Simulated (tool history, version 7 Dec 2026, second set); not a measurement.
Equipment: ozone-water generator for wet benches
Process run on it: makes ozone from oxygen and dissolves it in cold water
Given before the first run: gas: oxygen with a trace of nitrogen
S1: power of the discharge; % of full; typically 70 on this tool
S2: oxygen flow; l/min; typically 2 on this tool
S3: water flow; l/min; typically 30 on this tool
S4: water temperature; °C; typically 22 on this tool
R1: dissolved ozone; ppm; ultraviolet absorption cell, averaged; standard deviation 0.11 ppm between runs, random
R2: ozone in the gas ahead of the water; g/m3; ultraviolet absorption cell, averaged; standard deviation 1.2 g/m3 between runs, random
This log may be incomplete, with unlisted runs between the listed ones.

run	day	S1	S2	S3	S4	R1	R2
1	0	70	2	30	22	7.5	211.5
2	0.908	70	2	28	22	8.1	212.9
3	2.179	70	2	28	22	8.2	214
4	3.108	70	2	30	22	7.6	214.5
5	4.575	70	1.89	30	22	7.3	220.4
6	5.842	70	1.89	30	22	7.2	219.7
7	7.217	70	1.89	30	22	7.5	221
8	8.525	70	1.89	30	22	7.4	219.6
9	9.538	70	1.89	30	22	7.3	222.5
10	10.462	70	2	41	22	5	215.9
11	11.088	70	2	41	22	4.8	214.4
12	12.45	51	2	41	22	3.9	165.8
13	13.088	51	2	41	22	3.9	166.5
14	13.925	70	2	30	22	7.2	212.9
15	15.1	70	2	30	22	7.4	217.3
16	16.567	70	2	30	22	7.4	215.7
17	17.846	70	2.21	46	17	4.5	208.8
18	18.754	70	2	30	29	7.1	215.8
19	20.275	70	2	30	29	7.2	219.1
20	21.5	70	2	45	22	4.3	218.1
21	22.179	52	1.82	45	15	3.5	178.5
22	22.838	52	1.82	45	15	3.3	175.2
23	23.85	52	1.82	45	15	3.4	178
# day 24.246: gauge calibrated
24	24.546	66	2	30	15	7.4	201.4
25	25.429	66	2	30	15	7.3	201.7
26	26.246	66	2	30	15	7.4	203.7
27	27.496	66	1.39	30	16	6.3	239.1
28	28.808	70	2	30	29	7.3	214
29	30.267	70	2	30	29	7.1	216
30	31.738	49	1.56	30	22	4.9	177.9
31	32.454	70	2.42	36	22	6.2	197.9
32	33.5	76	2	29	22	8.5	229.9

Each row is a separate what-if for the run after 32, all from the same tool condition, not one after another. Results?
A	34.354	56	2.21	29	22	?	?
B	34.354	45	1.13	30	22	?	?
C	34.354	54	2.27	46	22	?	?
D	34.354	68	2	18	22	?	?

run	R1	R2
A	6.5	170.8
B	4	192.5
C	3.4	162
D	12.9	211.1
Had the tool no hidden state, the same runs would have come out as:
run	R1	R2
A	6.5	168.7
B	4	190.1
C	3.4	160
D	12.9	208.6
